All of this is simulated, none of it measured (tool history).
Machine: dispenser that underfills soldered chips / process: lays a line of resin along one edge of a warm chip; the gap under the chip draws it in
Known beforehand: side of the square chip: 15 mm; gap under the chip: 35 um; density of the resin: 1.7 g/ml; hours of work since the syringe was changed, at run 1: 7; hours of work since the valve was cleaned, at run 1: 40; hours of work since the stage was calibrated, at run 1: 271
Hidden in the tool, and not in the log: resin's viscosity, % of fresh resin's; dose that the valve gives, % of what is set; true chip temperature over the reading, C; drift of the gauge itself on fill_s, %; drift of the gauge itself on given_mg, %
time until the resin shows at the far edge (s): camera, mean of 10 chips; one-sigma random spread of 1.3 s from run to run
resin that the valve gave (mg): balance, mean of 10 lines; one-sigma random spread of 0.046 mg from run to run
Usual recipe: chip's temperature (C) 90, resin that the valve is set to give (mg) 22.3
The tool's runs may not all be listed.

run,hour,chip's temperature (C),resin that the valve is set to give (mg),hours of work since the syringe was changed,hours of work since the valve was cleaned,hours of work since the stage was calibrated,time until the resin shows at the far edge (s),resin that the valve gave (mg)
1,0.0,90,22.3,7,40,271,182.5,21.86
# hour 6.0: new syringe of resin
2,9.2,90,22.3,3,47,278,138.7,21.87
# hour 11.1: dispensing valve cleaned and set on the balance
3,18.4,90,22.3,9,6,284,214.4,22.38
# hour 22.2: new syringe of resin
4,29.5,90,22.3,6,14,293,173.7,22.29
5,34.9,90,22.3,10,18,297,227.8,22.37
# hour 37.3: new syringe of resin
6,41.4,102,22.3,3,23,302,99.5,22.27
7,51.0,102,22.3,11,31,309,171.2,22.12
# hour 52.3: new syringe of resin
# hour 54.8: stage's temperature calibrated
8,58.4,90,20.1,4,36,3,167.9,19.84
9,64.0,90,22.3,8,40,7,219.8,22.06
# hour 67.9: new syringe of resin
10,69.6,90,22.3,1,44,11,134.1,22.03
# hour 75.5: dispensing valve cleaned and set on the balance
11,77.1,90,22.3,6,1,16,196.2,22.24
# hour 83.5: new syringe of resin
12,83.5,90,22.3,0,6,21,121.1,22.22
13,91.6,90,22.3,6,12,28,195.0,22.09
# hour 98.6: new syringe of resin
14,103.2,90,22.3,4,21,36,161.6,22.08
15,111.9,90,22.3,10,28,43,250.6,22.00
# hour 113.2: new syringe of resin
16,122.5,94,22.1,7,36,51,180.4,21.66
# hour 128.1: new syringe of resin
17,134.0,90,28.9,5,45,60,162.8,28.31
# hour 139.3: dispensing valve cleaned and set on the balance
# hour 143.9: new syringe of resin
18,144.3,90,20.5,0,4,67,124.7,20.53
19,152.6,90,20.5,7,10,74,200.8,20.42
# hour 159.3: new syringe of resin
20,162.4,93,20.7,2,18,81,132.9,20.47
# hour 174.1: new syringe of resin
21,174.4,95,20.7,0,27,90,110.1,20.39
22,186.1,79,24.4,9,36,99,340.2,23.95
# hour 189.3: new syringe of resin
23,197.8,75,20.5,7,45,108,324.7,20.10
# hour 202.6: dispensing valve cleaned and set on the balance
# hour 205.3: new syringe of resin
24,209.8,75,20.5,4,5,117,253.2,20.46
# hour 220.2: new syringe of resin
25,221.8,83,21.5,1,15,126,166.8,21.43
26,228.4,102,27.5,6,20,131,127.6,27.35
# hour 234.9: new syringe of resin
27,239.1,102,27.5,3,28,139,103.2,27.08
# hour 249.9: new syringe of resin
28,251.0,85,22.3,1,37,148,149.0,22.01
29,257.1,92,20.2,6,42,153,166.8,19.86
30,262.8,86,26.4,10,46,158,272.4,25.90

Consider 5 possible next runs. They are alternatives, not a sequence: every one starts from the tool as it was left by run 30. What does each give?
# hour 264.9: new syringe of resin
# hour 265.9: dispensing valve cleaned and set on the balance
A,273.9,88,26.6,6,6,165,?,?
# hour 264.9: new syringe of resin
# hour 265.9: dispensing valve cleaned and set on the balance
B,273.9,81,21.2,6,6,165,?,?
# hour 264.9: new syringe of resin
# hour 265.9: dispensing valve cleaned and set on the balance
C,273.9,86,26.3,6,6,165,?,?
# hour 264.9: new syringe of resin
# hour 265.9: dispensing valve cleaned and set on the balance
D,273.9,104,21.0,6,6,165,?,?
# hour 264.9: new syringe of resin
# hour 265.9: dispensing valve cleaned and set on the balance
E,273.9,90,26.4,6,6,165,?,?

run,time until the resin shows at the far edge (s),resin that the valve gave (mg)
A,200.1,26.49
B,248.0,21.09
C,206.6,26.13
D,119.7,20.86
E,182.4,26.19
Take away the tool's hidden state, keep each run's random variation, and the runs would have read:
run,time until the resin shows at the far edge (s),resin that the valve gave (mg)
A,134.5,26.66
B,166.8,21.22
C,138.9,26.30
D,80.0,20.99
E,122.6,26.35
